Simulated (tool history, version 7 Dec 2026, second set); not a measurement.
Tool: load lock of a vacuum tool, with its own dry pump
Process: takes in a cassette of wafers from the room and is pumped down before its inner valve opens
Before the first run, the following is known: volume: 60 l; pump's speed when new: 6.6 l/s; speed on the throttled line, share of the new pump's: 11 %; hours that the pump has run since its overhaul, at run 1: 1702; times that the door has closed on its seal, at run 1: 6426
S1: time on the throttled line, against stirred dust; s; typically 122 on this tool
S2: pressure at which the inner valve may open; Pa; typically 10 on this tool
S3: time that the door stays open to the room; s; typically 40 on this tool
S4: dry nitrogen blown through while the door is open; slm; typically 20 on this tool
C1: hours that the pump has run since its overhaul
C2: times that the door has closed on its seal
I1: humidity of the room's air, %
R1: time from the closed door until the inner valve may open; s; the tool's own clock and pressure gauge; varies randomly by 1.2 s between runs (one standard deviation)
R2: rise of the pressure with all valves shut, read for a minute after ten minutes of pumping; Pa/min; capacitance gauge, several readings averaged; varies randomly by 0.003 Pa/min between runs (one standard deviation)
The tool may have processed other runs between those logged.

run      day   S1  S2   S3  S4    C1     C2    I1     R1     R2
  1        0  122  10   40  20  1702   6426    43  192.2  0.019
  2    4.971  122  10   40  20  1822   6674  47.2  192.8  0.017
  3   12.404  122  10   33  20  2000   7045  45.9  194.1  0.016
  4   19.242  122  10   33  20  2164   7385  43.9  192.7  0.018
  5   26.212   66  10   40  20  2331   7733  46.3    141  0.018
  6   35.071   66  10   40  20  2544   8175  39.2  141.3  0.016
  7   40.767  108  10   40  20  2681   8459  48.3  178.3  0.017
  8   47.492  108  10   40  20  2842   8794  49.1  179.4  0.016
  9   53.792  108  10   40  20  2993   9108  47.7    180   0.02
 10   62.658  108  10   40  20  3206   9551  49.3  181.9  0.018
 11   67.717  108  10   40  20  3327   9803  43.1  180.8  0.018
 12   77.125  122  16   62  11  3553  10272  44.7  191.1  0.033
 13   83.696  111  10   62  11  3711  10600  42.6  182.9  0.028
 14   93.429  122  10   28  20  3945  11085  43.2  190.8  0.017
 15  102.717  209   9  139  20  4167  11548  43.1  270.2  0.031
 16  109.883   72  11   40  20  4339  11905  42.4  146.7  0.016
 17  114.838   72   8   33  20  4458  12152  45.6  149.3  0.021
 18  123.879  236  10  117  20  4675  12603  45.7  291.6  0.028
 19  131.538  122  10   86   6  4859  12985    45    194  0.054

What if the next run were any one of these 5? Each begins from the tool's condition after run 19:
  A  136.296  131  10   33  20  4973  13222  46.3   ?   ?
  B  136.296  122  20   30   6  4973  13222  43.1   ?   ?
  C  136.296  200  10  126  20  4973  13222    47   ?   ?
  D  136.296  122  10   40  40  4973  13222  41.6   ?   ?
  E  136.296  122  17   86   6  4973  13222  43.9   ?   ?

run     R1     R2
  A  200.1  0.013
  B  185.9  0.022
  C  264.2  0.032
  D  191.7  0.007
  E  187.1  0.046
With the hidden condition removed and each run's random variation left untouched, the same runs would have given:
run     R1     R2
  A  200.1  0.013
  B  185.9  0.022
  C  264.2  0.032
  D  191.6  0.007
  E  187.1  0.046
